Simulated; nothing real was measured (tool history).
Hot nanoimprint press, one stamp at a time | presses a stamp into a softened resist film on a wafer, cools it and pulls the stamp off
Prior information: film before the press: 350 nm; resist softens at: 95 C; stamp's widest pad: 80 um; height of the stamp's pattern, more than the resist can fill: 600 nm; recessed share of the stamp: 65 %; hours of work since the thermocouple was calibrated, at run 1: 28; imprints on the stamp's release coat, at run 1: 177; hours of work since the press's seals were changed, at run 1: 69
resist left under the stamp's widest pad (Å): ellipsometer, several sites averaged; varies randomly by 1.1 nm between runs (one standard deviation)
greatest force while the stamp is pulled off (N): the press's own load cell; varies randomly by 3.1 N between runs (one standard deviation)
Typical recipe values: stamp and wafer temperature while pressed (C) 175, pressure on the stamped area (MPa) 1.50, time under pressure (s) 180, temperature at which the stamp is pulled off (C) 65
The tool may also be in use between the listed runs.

run    hour  stamp and wafer temperature while pressed (C)  pressure on the stamped area (MPa)  time under pressure (s)  temperature at which the stamp is pulled off (C)  hours of work since the thermocouple was calibrated  imprints on the stamp's release coat  hours of work since the press's seals were changed  resist left under the stamp's widest pad (Å)  greatest force while the stamp is pulled off (N)
  1     0.0                                            175                                1.50                      180                                                65                                                   28                                   177                                                  69                                          1730                                               181
  2    38.9                                            175                                1.50                      180                                                65                                                   43                                   278                                                  84                                          1709                                               190
  3    66.3                                            175                                1.50                      180                                                65                                                   55                                   350                                                  96                                          1734                                               186
  4    93.3                                            175                                1.50                      180                                                65                                                   66                                   421                                                 107                                          1720                                               190
      141.9  -- stamp cleaned and given a new release coat
  5   142.6                                            175                                1.50                      180                                                65                                                   83                                     2                                                 124                                          1723                                               180
  6   176.6                                            175                                1.50                      180                                                65                                                   97                                    91                                                 138                                          1745                                               177
  7   213.9                                            175                                1.50                      180                                                65                                                  112                                   188                                                 153                                          1721                                               184
  8   251.6                                            175                                1.50                      180                                                65                                                  128                                   287                                                 169                                          1749                                               190
  9   294.6                                            175                                1.50                      180                                                59                                                  145                                   399                                                 186                                          1742                                               216
      351.6  -- stamp cleaned and given a new release coat
 10   355.2                                            175                                1.50                      180                                                65                                                  167                                     9                                                 208                                          1745                                               184
 11   399.9                                            175                                1.50                      180                                                65                                                  185                                   126                                                 227                                          1759                                               184
 12   457.9                                            175                                1.50                      180                                                65                                                  209                                   277                                                 250                                          1764                                               188
 13   487.1                                            175                                1.50                      180                                                65                                                  221                                   354                                                 262                                          1759                                               196
 14   518.8                                            181                                1.50                      180                                                65                                                  234                                   437                                                 275                                          1355                                               194
      563.3  -- stamp cleaned and given a new release coat
 15   586.9                                            181                                1.50                      180                                                65                                                  259                                    62                                                 300                                          1335                                               185
 16   638.0                                            183                                1.82                      180                                                65                                                  280                                   196                                                 321                                          1141                                               181
 17   686.5                                            183                                1.82                      180                                                65                                                  300                                   322                                                 341                                          1133                                               193
 18   724.4                                            183                                1.33                      160                                                65                                                  315                                   421                                                 356                                          1386                                               191
      773.0  -- stamp cleaned and given a new release coat
 19   777.2                                            181                                2.29                      180                                                72                                                  334                                    11                                                 375                                          1143                                               152
 20   828.1                                            181                                1.26                      180                                                65                                                  355                                   144                                                 396                                          1479                                               184
 21   864.6                                            181                                1.26                      180                                                65                                                  370                                   239                                                 411                                          1473                                               187
      876.4  -- plate thermocouple calibrated
 22   916.8                                            164                                1.14                      174                                                58                                                   16                                   368                                                 431                                          2814                                               219
 23   951.2                                            164                                1.14                      174                                                58                                                   30                                   458                                                 445                                          2823                                               231
      987.3  -- stamp cleaned and given a new release coat
 24  1001.4                                            164                                1.14                      338                                                58                                                   48                                    37                                                 463                                          2467                                               209
 25  1042.0                                            178                                1.14                      141                                                61                                                   65                                   143                                                 479                                          1859                                               202
 26  1099.6                                            172                                1.50                      180                                                65                                                   88                                   294                                                 503                                          1997                                               186
 27  1147.3                                            172                                1.50                      180                                                65                                                  108                                   419                                                 522                                          2004                                               191
 28  1180.8                                            177                                1.34                      180                                                65                                                  121                                   506                                                 536                                          1682                                               192
     1197.8  -- stamp cleaned and given a new release coat
 29  1251.7                                            177                                1.34                      197                                                54                                                  148                                   141                                                 562                                          1632                                               232
 30  1294.2                                            177                                1.23                      197                                                71                                                  165                                   252                                                 580                                          1701                                               160

For some of the steps in resist left under the stamp's widest pad (Å) from one run to the next: how much would appear even if the tool had no hidden state, given the settings, what came in and random variation, and how much remains for the hidden state plus any gauge scatter that the measured result and the result without hidden state don't share?
Hidden state at play: true temperature over the reading, C; pressure that arrives at the usual setting, %; grip of the stamp's worn release coat, % over a new coat's; drift of the gauge itself on residual_nm, %; drift of the gauge itself on pull_off_n, %.
Run 13 -> 14: stamp and wafer temperature while pressed (C) 175 -> 181. resist left under the stamp's widest pad (Å) -404: hidden state -7, all else -397.
Run 21 -> 22: stamp and wafer temperature while pressed (C) 181 -> 164, pressure on the stamped area (MPa) 1.26 -> 1.14, time under pressure (s) 180 -> 174, temperature at which the stamp is pulled off (C) 65 -> 58, plate thermocouple calibrated. resist left under the stamp's widest pad (Å) +1341: hidden state -69, all else +1410.
Run 23 -> 24: time under pressure (s) 174 -> 338, stamp cleaned and given a new release coat. resist left under the stamp's widest pad (Å) -356: hidden state +12, all else -368.
Run 24 -> 25: stamp and wafer temperature while pressed (C) 164 -> 178, time under pressure (s) 338 -> 141, temperature at which the stamp is pulled off (C) 58 -> 61. resist left under the stamp's widest pad (Å) -608: hidden state +3, all else -611.
Run 25 -> 26: stamp and wafer temperature while pressed (C) 178 -> 172, pressure on the stamped area (MPa) 1.14 -> 1.50, time under pressure (s) 141 -> 180, temperature at which the stamp is pulled off (C) 61 -> 65. resist left under the stamp's widest pad (Å) +138: hidden state +16, all else +122.

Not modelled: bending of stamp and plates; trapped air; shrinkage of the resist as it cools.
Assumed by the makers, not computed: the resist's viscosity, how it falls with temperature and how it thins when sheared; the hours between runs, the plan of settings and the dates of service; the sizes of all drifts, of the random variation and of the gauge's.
